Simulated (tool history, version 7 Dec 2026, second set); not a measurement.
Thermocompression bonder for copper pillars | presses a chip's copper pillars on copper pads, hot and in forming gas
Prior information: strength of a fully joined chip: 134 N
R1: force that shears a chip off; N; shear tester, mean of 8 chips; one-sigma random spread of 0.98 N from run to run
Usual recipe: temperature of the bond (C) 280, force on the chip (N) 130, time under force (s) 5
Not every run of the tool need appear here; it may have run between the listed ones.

{"run": 1, "hour": 0.0, "temperature of the bond (C)": 280, "force on the chip (N)": 130, "time under force (s)": 5, "R1": 77.4}
{"run": 2, "hour": 7.4, "temperature of the bond (C)": 280, "force on the chip (N)": 130, "time under force (s)": 5, "R1": 76.8}
{"run": 3, "hour": 13.9, "temperature of the bond (C)": 280, "force on the chip (N)": 130, "time under force (s)": 5, "R1": 75.6}
{"run": 4, "hour": 22.6, "temperature of the bond (C)": 303, "force on the chip (N)": 130, "time under force (s)": 5, "R1": 98.2}
{"run": 5, "hour": 33.3, "temperature of the bond (C)": 303, "force on the chip (N)": 130, "time under force (s)": 5, "R1": 97.5}
{"run": 6, "hour": 40.0, "temperature of the bond (C)": 303, "force on the chip (N)": 130, "time under force (s)": 5, "R1": 95.8}
{"run": 7, "hour": 46.3, "temperature of the bond (C)": 303, "force on the chip (N)": 130, "time under force (s)": 5, "R1": 96.8}
{"run": 8, "hour": 52.7, "temperature of the bond (C)": 303, "force on the chip (N)": 130, "time under force (s)": 5, "R1": 96.1}
{"run": 9, "hour": 63.5, "temperature of the bond (C)": 303, "force on the chip (N)": 130, "time under force (s)": 5, "R1": 93.4}
{"run": 10, "hour": 74.5, "temperature of the bond (C)": 273, "force on the chip (N)": 130, "time under force (s)": 5, "R1": 67.8}
{"run": 11, "hour": 84.5, "temperature of the bond (C)": 273, "force on the chip (N)": 130, "time under force (s)": 5, "R1": 69.2}
{"run": 12, "hour": 90.8, "temperature of the bond (C)": 273, "force on the chip (N)": 130, "time under force (s)": 5, "R1": 67.3}
{"run": 13, "hour": 101.6, "temperature of the bond (C)": 280, "force on the chip (N)": 130, "time under force (s)": 5, "R1": 75.0}
{"run": 14, "hour": 112.9, "temperature of the bond (C)": 280, "force on the chip (N)": 130, "time under force (s)": 7, "R1": 81.7}
{"hour": 115.6, "done": "heater calibrated with a thermocouple chip"}
{"run": 15, "hour": 119.6, "temperature of the bond (C)": 280, "force on the chip (N)": 130, "time under force (s)": 7, "R1": 79.3}
{"run": 16, "hour": 127.9, "temperature of the bond (C)": 280, "force on the chip (N)": 130, "time under force (s)": 7, "R1": 77.6}
{"run": 17, "hour": 134.9, "temperature of the bond (C)": 299, "force on the chip (N)": 130, "time under force (s)": 5, "R1": 87.5}
{"run": 18, "hour": 142.3, "temperature of the bond (C)": 299, "force on the chip (N)": 130, "time under force (s)": 5, "R1": 87.6}
{"hour": 145.1, "done": "heater calibrated with a thermocouple chip, once more"}
{"run": 19, "hour": 152.2, "temperature of the bond (C)": 280, "force on the chip (N)": 130, "time under force (s)": 5, "R1": 75.8}
{"run": 20, "hour": 161.1, "temperature of the bond (C)": 280, "force on the chip (N)": 130, "time under force (s)": 5, "R1": 77.4}
{"run": 21, "hour": 170.4, "temperature of the bond (C)": 280, "force on the chip (N)": 130, "time under force (s)": 8, "R1": 87.5}
{"run": 22, "hour": 175.7, "temperature of the bond (C)": 293, "force on the chip (N)": 130, "time under force (s)": 6, "R1": 91.4}
{"run": 23, "hour": 181.3, "temperature of the bond (C)": 300, "force on the chip (N)": 130, "time under force (s)": 3, "R1": 81.0}
{"run": 24, "hour": 191.8, "temperature of the bond (C)": 298, "force on the chip (N)": 98, "time under force (s)": 9, "R1": 94.3}
{"run": 25, "hour": 199.3, "temperature of the bond (C)": 298, "force on the chip (N)": 98, "time under force (s)": 9, "R1": 94.0}
{"run": 26, "hour": 205.2, "temperature of the bond (C)": 298, "force on the chip (N)": 80, "time under force (s)": 9, "R1": 90.6}
{"run": 27, "hour": 210.7, "temperature of the bond (C)": 274, "force on the chip (N)": 130, "time under force (s)": 3, "R1": 58.8}
{"run": 28, "hour": 220.9, "temperature of the bond (C)": 274, "force on the chip (N)": 130, "time under force (s)": 7, "R1": 76.7}
{"run": 29, "hour": 226.7, "temperature of the bond (C)": 274, "force on the chip (N)": 130, "time under force (s)": 7, "R1": 76.9}
{"run": 30, "hour": 232.6, "temperature of the bond (C)": 278, "force on the chip (N)": 85, "time under force (s)": 4, "R1": 56.8}
{"run": 31, "hour": 241.4, "temperature of the bond (C)": 265, "force on the chip (N)": 130, "time under force (s)": 6, "R1": 64.4}
{"run": 32, "hour": 249.1, "temperature of the bond (C)": 265, "force on the chip (N)": 130, "time under force (s)": 6, "R1": 66.1}
{"run": 33, "hour": 256.2, "temperature of the bond (C)": 265, "force on the chip (N)": 155, "time under force (s)": 10, "R1": 81.4}
{"run": 34, "hour": 263.3, "temperature of the bond (C)": 265, "force on the chip (N)": 155, "time under force (s)": 10, "R1": 81.0}
{"run": 35, "hour": 274.7, "temperature of the bond (C)": 265, "force on the chip (N)": 155, "time under force (s)": 10, "R1": 80.5}
{"run": 36, "hour": 280.2, "temperature of the bond (C)": 267, "force on the chip (N)": 149, "time under force (s)": 7, "R1": 73.9}
{"hour": 283.6, "done": "forming gas filter changed"}
{"run": 37, "hour": 287.0, "temperature of the bond (C)": 267, "force on the chip (N)": 86, "time under force (s)": 7, "R1": 65.7}
{"run": 38, "hour": 294.3, "temperature of the bond (C)": 267, "force on the chip (N)": 86, "time under force (s)": 7, "R1": 66.0}
{"run": 39, "hour": 303.9, "temperature of the bond (C)": 267, "force on the chip (N)": 86, "time under force (s)": 7, "R1": 65.5}
{"run": 40, "hour": 308.4, "temperature of the bond (C)": 302, "force on the chip (N)": 110, "time under force (s)": 15, "R1": 119.1}
{"run": 41, "hour": 318.0, "temperature of the bond (C)": 277, "force on the chip (N)": 105, "time under force (s)": 4, "R1": 68.0}

Some steps in R1 between neighbouring runs. How much of each would the tool show without its hidden state too (settings, what came in, random variation), and how much is left for the hidden state, with any gauge scatter that isn't in both results?
What the log doesn't record here: true temperature of the bond over the reading, C; force that reaches the chip, % of what is set; oxide that the forming gas leaves, % of the face; drift of the gauge itself on shear_n, %.
Run 18 -> 19: temperature of the bond (C) 299 -> 280, heater calibrated with a thermocouple chip, once more. R1 -11.8 N: hidden state +6.9, all else -18.7.
Run 26 -> 27: temperature of the bond (C) 298 -> 274, force on the chip (N) 80 -> 130, time under force (s) 9 -> 3. R1 -31.8 N: hidden state +3.0, all else -34.8.
Run 36 -> 37: force on the chip (N) 149 -> 86, forming gas filter changed. R1 -8.2 N: hidden state +9.2, all else -17.4.
Run 39 -> 40: temperature of the bond (C) 267 -> 302, force on the chip (N) 86 -> 110, time under force (s) 7 -> 15. R1 +53.6 N: hidden state +0.3, all else +53.3.
Run 40 -> 41: temperature of the bond (C) 302 -> 277, force on the chip (N) 110 -> 105, time under force (s) 15 -> 4. R1 -51.1 N: hidden state -0.6, all else -50.5.
